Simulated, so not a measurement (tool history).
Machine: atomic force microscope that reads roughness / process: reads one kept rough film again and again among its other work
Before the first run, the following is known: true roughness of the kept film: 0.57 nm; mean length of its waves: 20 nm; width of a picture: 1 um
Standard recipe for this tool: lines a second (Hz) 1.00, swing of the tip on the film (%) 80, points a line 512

run,hour,lines a second (Hz),swing of the tip on the film (%),points a line,roughness of the kept film (nm (root mean square))
1,0.0,1.00,80,512,0.481
# hour 3.3: new tip fitted
2,41.8,1.00,80,512,0.497
3,70.3,1.00,80,512,0.500
4,118.6,1.00,80,512,0.485
5,158.3,1.00,80,512,0.480
# hour 172.3: new tip fitted
6,199.5,1.00,80,512,0.500
7,233.0,1.00,80,512,0.505
8,276.3,1.00,80,512,0.487

For run 9, what comes out?
9,308.0,0.62,80,338,?

{"run 9": {"roughness of the kept film (nm (root mean square))": 0.486}}
If the tool had no hidden condition, the same run with the same run-to-run variation would have returned roughness of the kept film (nm (root mean square)) 0.517.
